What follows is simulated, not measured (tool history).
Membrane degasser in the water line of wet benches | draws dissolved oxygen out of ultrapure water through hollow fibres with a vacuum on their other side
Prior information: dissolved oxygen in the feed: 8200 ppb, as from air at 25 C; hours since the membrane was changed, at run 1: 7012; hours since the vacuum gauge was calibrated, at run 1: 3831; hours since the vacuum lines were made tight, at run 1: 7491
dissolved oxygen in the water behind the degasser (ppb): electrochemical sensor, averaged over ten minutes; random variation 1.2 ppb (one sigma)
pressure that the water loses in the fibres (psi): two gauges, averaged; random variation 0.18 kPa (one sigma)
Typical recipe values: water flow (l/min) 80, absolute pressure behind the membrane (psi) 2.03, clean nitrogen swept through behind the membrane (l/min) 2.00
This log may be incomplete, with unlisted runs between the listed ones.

run	hour	water flow (l/min)	absolute pressure behind the membrane (psi)	clean nitrogen swept through behind the membrane (l/min)	hours since the membrane was changed	hours since the vacuum gauge was calibrated	hours since the vacuum lines were made tight	dissolved oxygen in the water behind the degasser (ppb)	pressure that the water loses in the fibres (psi)
1	0.0	80	2.03	2.00	7012	3831	7491	799.3	4.463
2	305.8	80	2.03	2.00	7318	4137	7797	801.0	4.421
3	545.0	116	2.03	2.00	7557	4376	8036	1047.8	6.441
4	784.2	80	2.03	2.00	7797	4616	8275	803.7	4.448
5	1095.7	80	2.03	2.00	8108	4927	8587	803.2	4.419
6	1365.6	80	2.03	2.00	8378	5197	8857	804.0	4.487
7	1531.4	108	2.03	2.00	8544	5363	9023	1003.9	6.042
8	1828.4	80	2.03	2.21	8841	5660	9320	745.6	4.441
# hour 1974.2: seals of the vacuum lines changed
9	2043.8	80	2.03	2.21	9054	5873	70	746.8	4.477
10	2262.8	80	2.03	2.21	9273	6092	289	746.7	4.487
11	2463.0	80	3.52	2.21	9473	6292	489	1363.4	4.443
12	2669.8	80	3.52	2.21	9680	6499	696	1362.9	4.432
13	3023.9	80	2.03	2.00	10034	6853	1050	807.5	4.441
14	3265.4	80	2.03	2.00	10276	7095	1291	808.1	4.493
15	3483.9	80	2.03	2.00	10494	7313	1510	810.7	4.466
# hour 3516.3: vacuum gauge calibrated
16	3704.9	80	2.03	2.00	10715	189	1730	810.1	4.445
17	3894.6	80	1.74	2.00	10904	378	1920	671.9	4.485
18	4095.1	52	4.50	2.00	11105	579	2120	1356.2	2.899
19	4442.0	120	4.50	2.00	11452	926	2467	2395.3	6.667
20	4681.8	80	2.92	1.51	11692	1166	2707	1471.1	4.482
21	4841.6	93	2.12	1.73	11851	1325	2867	1058.6	5.198
22	5157.8	93	2.55	4.05	12168	1641	3183	686.4	5.159
23	5305.4	51	3.55	1.72	12315	1789	3331	1191.8	2.838
24	5568.9	80	3.87	5.41	12579	2053	3594	749.4	4.474
25	5888.6	80	3.16	6.00	12898	2372	3914	553.5	4.457
26	6079.5	80	3.16	6.00	13089	2563	4105	552.9	4.458
27	6284.4	80	3.16	6.00	13294	2768	4310	553.3	4.412
# hour 6427.2: gauge calibrated
28	6453.4	80	3.16	6.00	13463	2937	4479	542.5	4.457
29	6618.6	80	3.16	6.00	13628	3102	4644	542.2	4.441
30	6954.1	65	2.03	2.00	13964	3438	4979	682.4	3.556
31	7120.1	65	2.03	2.00	14130	3604	5145	682.9	3.646

Here are 5 independent what-if runs from the current tool condition. What would each one return?
A	7419.9	80	2.03	0.88	14430	3904	5445	?	?
B	7419.9	56	2.03	2.79	14430	3904	5445	?	?
C	7419.9	94	1.61	2.33	14430	3904	5445	?	?
D	7419.9	65	2.03	3.67	14430	3904	5445	?	?
E	7419.9	58	1.68	2.00	14430	3904	5445	?	?

run	dissolved oxygen in the water behind the degasser (ppb)	pressure that the water loses in the fibres (psi)
A	1395.1	4.483
B	460.9	3.108
C	606.0	5.217
D	416.5	3.640
E	493.6	3.226
The same runs, with their run-to-run variation unchanged, on a tool lacking any hidden condition would have given:
run	dissolved oxygen in the water behind the degasser (ppb)	pressure that the water loses in the fibres (psi)
A	1390.5	4.479
B	459.3	3.105
C	603.9	5.213
D	415.0	3.638
E	491.9	3.223
